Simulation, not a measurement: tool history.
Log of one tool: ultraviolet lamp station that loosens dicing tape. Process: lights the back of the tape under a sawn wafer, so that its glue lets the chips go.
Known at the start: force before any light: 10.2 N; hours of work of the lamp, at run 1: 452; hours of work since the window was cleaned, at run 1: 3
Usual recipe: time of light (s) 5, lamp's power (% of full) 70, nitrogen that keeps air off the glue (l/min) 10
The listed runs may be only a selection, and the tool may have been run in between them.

| run | hour | time of light (s) | lamp's power (% of full) | nitrogen that keeps air off the glue (l/min) | hours of work of the lamp | hours of work since the window was cleaned | force that peels the tape off (N) | light that reached the tape (mJ/cm2) |
|---|---|---|---|---|---|---|---|---|
| 1 | 0 | 5 | 70 | 10 | 452 | 3 | 0.656 | 465 |
| 2 | 38.6 | 5 | 70 | 5 | 479 | 29 | 1.028 | 450 |
| 3 | 96.7 | 5 | 70 | 5 | 519 | 70 | 1.058 | 446 |
| 4 | 142 | 5 | 70 | 5 | 551 | 102 | 1.127 | 434 |
| 5 | 184.8 | 5 | 70 | 5 | 581 | 131 | 1.141 | 424 |
| 6 | 238.6 | 2 | 70 | 5 | 618 | 169 | 4.226 | 169 |
| 7 | 262.8 | 5 | 70 | 10 | 635 | 186 | 0.864 | 417 |
| 8 | 301.2 | 5 | 70 | 10 | 662 | 213 | 0.864 | 405 |
|  | 322.1 | window cleaned of glue's vapour |
| 9 | 346.7 | 5 | 70 | 10 | 693 | 17 | 1.043 | 377 |
| 10 | 390.7 | 3 | 70 | 10 | 724 | 48 | 2.593 | 219 |
| 11 | 445.3 | 5 | 70 | 4 | 762 | 86 | 1.847 | 360 |
| 12 | 477.7 | 5 | 97 | 4 | 784 | 108 | 1.018 | 489 |
|  | 508.2 | window cleaned of glue's vapour, once more |
| 13 | 527.6 | 8 | 70 | 4 | 819 | 14 | 0.437 | 698 |
| 14 | 576.3 | 2 | 91 | 8 | 853 | 47 | 2.797 | 222 |
| 15 | 603.3 | 8 | 88 | 10 | 872 | 66 | 0.183 | 857 |
| 16 | 630.2 | 8 | 88 | 10 | 890 | 85 | 0.178 | 853 |
| 17 | 675.7 | 8 | 88 | 10 | 922 | 117 | 0.184 | 824 |
| 18 | 707 | 5 | 74 | 6 | 944 | 139 | 1.014 | 430 |
| 19 | 742 | 5 | 69 | 13 | 968 | 163 | 0.836 | 397 |
| 20 | 791.8 | 5 | 69 | 5 | 1003 | 198 | 1.437 | 384 |
|  | 832.6 | window cleaned of glue's vapour |
| 21 | 839.5 | 9 | 70 | 20 | 1036 | 5 | 0.184 | 757 |
| 22 | 883.5 | 9 | 70 | 6 | 1067 | 35 | 0.291 | 757 |

How the hidden state differs across the entries between the runs, from the last listed run before each to the first after it:
From run 8 to run 9: window cleaned of glue's vapour (hour 322.1)
  lamp's light, % of a new lamp's: 92.4 -> 92; light that the window lets through, % of a clean one's: 90.8 -> 83.5
  measured less the result without the state, force that peels the tape off (N): +0.288 -> +0.467; light that reached the tape (mJ/cm2): -78 -> -113
From run 12 to run 13: window cleaned of glue's vapour, once more (hour 508.2)
  lamp's light, % of a new lamp's: 91 -> 90.6; light that the window lets through, % of a clean one's: 79.9 -> 99.3
  measured less the result without the state, force that peels the tape off (N): +0.528 -> +0.097; light that reached the tape (mJ/cm2): -184 -> -77
From run 20 to run 21: window cleaned of glue's vapour (hour 832.6)
  lamp's light, % of a new lamp's: 88.4 -> 88.1; light that the window lets through, % of a clean one's: 91.8 -> 99.2
  measured less the result without the state, force that peels the tape off (N): +0.492 -> +0.02; light that reached the tape (mJ/cm2): -89 -> -110

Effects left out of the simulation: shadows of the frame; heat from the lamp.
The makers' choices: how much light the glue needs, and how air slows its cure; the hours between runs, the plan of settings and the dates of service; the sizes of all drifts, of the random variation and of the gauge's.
